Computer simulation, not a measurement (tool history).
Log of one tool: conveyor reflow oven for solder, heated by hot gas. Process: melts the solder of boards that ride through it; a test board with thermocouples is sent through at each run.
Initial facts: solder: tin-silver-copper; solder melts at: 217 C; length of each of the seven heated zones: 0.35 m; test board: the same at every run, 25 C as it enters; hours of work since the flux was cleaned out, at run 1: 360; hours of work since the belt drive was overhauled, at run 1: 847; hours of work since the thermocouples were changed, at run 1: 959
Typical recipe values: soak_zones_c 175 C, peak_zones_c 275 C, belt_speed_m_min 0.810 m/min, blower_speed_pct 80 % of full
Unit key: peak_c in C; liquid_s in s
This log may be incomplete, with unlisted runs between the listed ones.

run,hour,soak_zones_c,peak_zones_c,belt_speed_m_min,blower_speed_pct,hours of work since the flux was cleaned out,hours of work since the belt drive was overhauled,hours of work since the thermocouples were changed,peak_c,liquid_s
1,0.0,175,275,0.810,80,360,847,959,252.6,38.7
2,29.1,175,275,0.810,80,375,863,975,252.5,39.0
# hour 58.9: flux residue cleaned out of gas plates and filters
3,85.5,175,275,0.810,80,14,890,1002,254.7,40.2
4,112.9,175,275,0.810,76,29,905,1017,254.4,40.0
5,146.1,183,275,0.810,80,46,922,1034,256.8,43.0
6,177.6,183,275,0.810,80,63,939,1051,256.4,43.3
7,217.5,175,275,0.792,80,84,960,1072,255.5,41.5
8,245.4,175,288,0.810,80,99,975,1087,264.9,44.7
9,290.7,175,288,0.810,80,123,999,1111,266.0,44.6
10,341.8,175,288,0.810,80,150,1026,1138,264.7,44.7
11,391.1,175,288,0.810,80,177,1053,1164,264.4,44.3
12,433.2,175,288,0.810,80,199,1075,1187,264.8,44.5
13,484.1,175,288,0.810,80,226,1102,1214,263.3,44.4
14,528.2,175,275,0.810,80,249,1125,1237,253.4,39.6
15,566.4,175,275,0.810,80,270,1146,1258,253.0,39.5
16,606.4,167,275,0.824,80,291,1167,1279,249.5,35.6
17,637.8,175,281,0.810,80,308,1184,1296,257.7,41.7
18,663.8,169,285,0.969,87,321,1197,1309,253.3,31.4
19,709.7,169,285,0.969,87,346,1222,1334,253.4,31.2
20,741.5,186,282,0.969,61,363,1239,1351,247.2,31.1
21,764.7,186,282,0.969,61,375,1251,1363,247.3,31.1
# hour 795.3: flux residue cleaned out of gas plates and filters
22,818.5,163,282,0.969,67,12,1277,1389,246.1,26.8
# hour 859.7: thermocouples of zones 6 and 7 changed
23,859.7,163,276,0.668,67,33,1298,0,260.3,49.1
24,910.0,163,289,0.681,67,60,1325,27,270.5,53.0
25,945.8,163,289,0.681,67,79,1344,46,270.2,53.2
26,983.3,175,275,0.810,82,99,1364,66,258.2,41.7
27,1024.1,175,275,0.810,82,121,1385,87,257.4,41.6
28,1057.2,161,265,0.810,78,138,1403,105,244.6,32.1
29,1106.3,161,265,0.810,78,164,1429,131,244.5,31.9
30,1131.4,161,265,0.810,78,178,1442,144,244.6,31.8

For some of the steps in peak_c from one run to the next: how much would appear even if the tool had no hidden state, given the settings, what came in and random variation, and how much remains for the hidden state plus any gauge scatter that the measured result and the result without hidden state don't share?
What the log doesn't record here: heat that the gas passes to the board, % of a clean oven's; belt's true speed, % of the reading; true gas temperature in zones 6 and 7 over the reading, C; drift of the gauge itself on peak_c, C; drift of the gauge itself on liquid_s, %.
Run 2 -> 3: flux residue cleaned out of gas plates and filters. peak_c +2.2 C: hidden state +3.0, all else -0.8.
Run 21 -> 22: soak_zones_c 186 -> 163, blower_speed_pct 61 -> 67, flux residue cleaned out of gas plates and filters. peak_c -1.2 C: hidden state +3.1, all else -4.3.
Run 22 -> 23: peak_zones_c 282 -> 276, belt_speed_m_min 0.969 -> 0.668, thermocouples of zones 6 and 7 changed. peak_c +14.2 C: hidden state +2.9, all else +11.3.
Run 25 -> 26: soak_zones_c 163 -> 175, peak_zones_c 289 -> 275, belt_speed_m_min 0.681 -> 0.810, blower_speed_pct 67 -> 82. peak_c -12.0 C: hidden state -0.3, all else -11.7.
Run 27 -> 28: soak_zones_c 175 -> 161, peak_zones_c 275 -> 265, blower_speed_pct 82 -> 78. peak_c -12.8 C: hidden state -0.3, all else -12.5.

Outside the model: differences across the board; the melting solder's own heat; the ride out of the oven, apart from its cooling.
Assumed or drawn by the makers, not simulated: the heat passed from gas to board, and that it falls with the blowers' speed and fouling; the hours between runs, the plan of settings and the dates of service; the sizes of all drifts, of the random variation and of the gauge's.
